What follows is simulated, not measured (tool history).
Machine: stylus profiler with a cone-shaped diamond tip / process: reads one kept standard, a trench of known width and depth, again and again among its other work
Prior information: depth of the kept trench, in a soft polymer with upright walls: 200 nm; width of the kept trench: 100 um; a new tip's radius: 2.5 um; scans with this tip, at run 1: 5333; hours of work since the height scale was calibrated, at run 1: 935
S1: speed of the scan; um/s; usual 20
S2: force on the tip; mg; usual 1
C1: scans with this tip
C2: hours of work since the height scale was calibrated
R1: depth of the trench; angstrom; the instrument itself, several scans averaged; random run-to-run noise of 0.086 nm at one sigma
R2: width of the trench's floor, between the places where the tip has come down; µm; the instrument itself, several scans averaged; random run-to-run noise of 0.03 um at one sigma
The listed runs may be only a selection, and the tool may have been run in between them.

run 1 day=0 | S1=20 S2=1 | C1=5333 C2=935 | R1=2015.9 R2=97.38
run 2 day=1.092 | S1=5 S2=1 | C1=5434 C2=952 | R1=2015.7 R2=97.51
run 3 day=1.892 | S1=5 S2=1 | C1=5508 C2=965 | R1=2015 R2=97.47
run 4 day=2.646 | S1=5 S2=1 | C1=5577 C2=978 | R1=2016.5 R2=97.48
run 5 day=3.512 | S1=5 S2=1 | C1=5657 C2=992 | R1=2014.4 R2=97.44
run 6 day=4.592 | S1=5 S2=1 | C1=5757 C2=1009 | R1=2016.3 R2=97.41
run 7 day=5.821 | S1=20 S2=0.79 | C1=5871 C2=1029 | R1=2014.5 R2=97.36
run 8 day=7 | S1=20 S2=0.79 | C1=5980 C2=1048 | R1=2015.1 R2=97.3
run 9 day=7.608 | S1=20 S2=0.79 | C1=6036 C2=1058 | R1=2017 R2=97.3
run 10 day=8.925 | S1=20 S2=2.5 | C1=6158 C2=1079 | R1=2022.8 R2=97.34
run 11 day=9.654 | S1=20 S2=2.5 | C1=6225 C2=1091 | R1=2023.3 R2=97.36
run 12 day=10.283 | S1=20 S2=0.41 | C1=6283 C2=1101 | R1=2012.6 R2=97.27
run 13 day=11.375 | S1=20 S2=0.41 | C1=6384 C2=1119 | R1=2014.5 R2=97.23
run 14 day=12.467 | S1=20 S2=0.41 | C1=6485 C2=1137 | R1=2015.6 R2=97.23
-- day=12.554 height scale calibrated on a step standard
run 15 day=13.358 | S1=20 S2=0.41 | C1=6565 C2=13 | R1=2018.8 R2=97.23
run 16 day=14.738 | S1=20 S2=0.41 | C1=6693 C2=35 | R1=2018 R2=97.21
-- day=15.583 height scale calibrated on a step standard, once more
run 17 day=15.938 | S1=20 S2=0.41 | C1=6802 C2=6 | R1=2003.1 R2=97.16
run 18 day=16.629 | S1=20 S2=0.41 | C1=6865 C2=17 | R1=2004.4 R2=97.21
run 19 day=17.792 | S1=20 S2=0.41 | C1=6973 C2=36 | R1=2004.6 R2=97.13
run 20 day=18.679 | S1=20 S2=0.48 | C1=7055 C2=50 | R1=2005.4 R2=97.22
run 21 day=19.288 | S1=20 S2=0.48 | C1=7111 C2=60 | R1=2004.8 R2=97.23
run 22 day=20.096 | S1=20 S2=0.48 | C1=7186 C2=73 | R1=2004.8 R2=97.19
run 23 day=21.325 | S1=20 S2=0.48 | C1=7299 C2=93 | R1=2004.8 R2=97.2
run 24 day=22.75 | S1=9 S2=0.64 | C1=7431 C2=116 | R1=2006.8 R2=97.29
run 25 day=23.858 | S1=8 S2=1.47 | C1=7534 C2=134 | R1=2009.1 R2=97.35
run 26 day=24.704 | S1=8 S2=0.35 | C1=7612 C2=148 | R1=2005.4 R2=97.22
run 27 day=25.629 | S1=29 S2=0.41 | C1=7697 C2=163 | R1=2004.8 R2=97.04
run 28 day=26.321 | S1=29 S2=0.41 | C1=7761 C2=174 | R1=2005.8 R2=97.04
run 29 day=27.329 | S1=20 S2=2.7 | C1=7854 C2=190 | R1=2015.5 R2=97.29
run 30 day=28.275 | S1=12 S2=0.51 | C1=7942 C2=206 | R1=2005.7 R2=97.15
run 31 day=29.342 | S1=17 S2=1 | C1=8040 C2=223 | R1=2009 R2=97.2
run 32 day=30.696 | S1=17 S2=1 | C1=8165 C2=245 | R1=2008.8 R2=97.2
run 33 day=31.504 | S1=20 S2=2.1 | C1=8240 C2=258 | R1=2012.9 R2=97.19
run 34 day=32.908 | S1=58 S2=1.31 | C1=8370 C2=281 | R1=2010.5 R2=96.99
run 35 day=33.608 | S1=20 S2=1.6 | C1=8435 C2=292 | R1=2012.1 R2=97.15
run 36 day=34.496 | S1=28 S2=1.11 | C1=8517 C2=306 | R1=2010.1 R2=97.12
run 37 day=35.15 | S1=17 S2=1.14 | C1=8577 C2=317 | R1=2011.3 R2=97.17
run 38 day=35.771 | S1=17 S2=1.71 | C1=8634 C2=327 | R1=2011.2 R2=97.16
run 39 day=36.692 | S1=17 S2=1.71 | C1=8720 C2=342 | R1=2013.8 R2=97.18
run 40 day=37.5 | S1=6 S2=0.52 | C1=8794 C2=355 | R1=2008.4 R2=97.19
run 41 day=38.925 | S1=6 S2=2.73 | C1=8926 C2=378 | R1=2017.4 R2=97.22
run 42 day=40.25 | S1=6 S2=2.73 | C1=9048 C2=399 | R1=2017.3 R2=97.15
run 43 day=41.496 | S1=5 S2=0.59 | C1=9163 C2=420 | R1=2008.6 R2=97.17
run 44 day=42.788 | S1=7 S2=2.53 | C1=9283 C2=441 | R1=2016.4 R2=97.17
-- day=43.592 new tip fitted, height scale calibrated
run 45 day=44.171 | S1=7 S2=2.53 | C1=54 C2=9 | R1=2010.9 R2=98
run 46 day=45.496 | S1=18 S2=0.55 | C1=176 C2=31 | R1=2004.8 R2=97.91

Some steps in R1 between neighbouring runs. How much of each would the tool show without its hidden state too (settings, what came in, random variation), and how much is left for the hidden state, with any gauge scatter that isn't in both results?
Unlogged tool condition in this case: radius of the tip, um; height scale over the true one, %; drift of the gauge itself on depth_nm, %; drift of the gauge itself on floor_um, %.
Run 11 -> 12: S2 2.5 -> 0.41. R1 -10.7 angstrom: hidden state +0, all else -10.7.
Run 14 -> 15: height scale calibrated on a step standard. R1 +3.2 angstrom: hidden state +4.4, all else -1.2.
Run 16 -> 17: height scale calibrated on a step standard, once more. R1 -14.9 angstrom: hidden state -15, all else +0.1.
Run 29 -> 30: S1 20 -> 12, S2 2.7 -> 0.51. R1 -9.8 angstrom: hidden state +0, all else -9.8.
Run 44 -> 45: new tip fitted, height scale calibrated. R1 -5.5 angstrom: hidden state -4.5, all else -1.

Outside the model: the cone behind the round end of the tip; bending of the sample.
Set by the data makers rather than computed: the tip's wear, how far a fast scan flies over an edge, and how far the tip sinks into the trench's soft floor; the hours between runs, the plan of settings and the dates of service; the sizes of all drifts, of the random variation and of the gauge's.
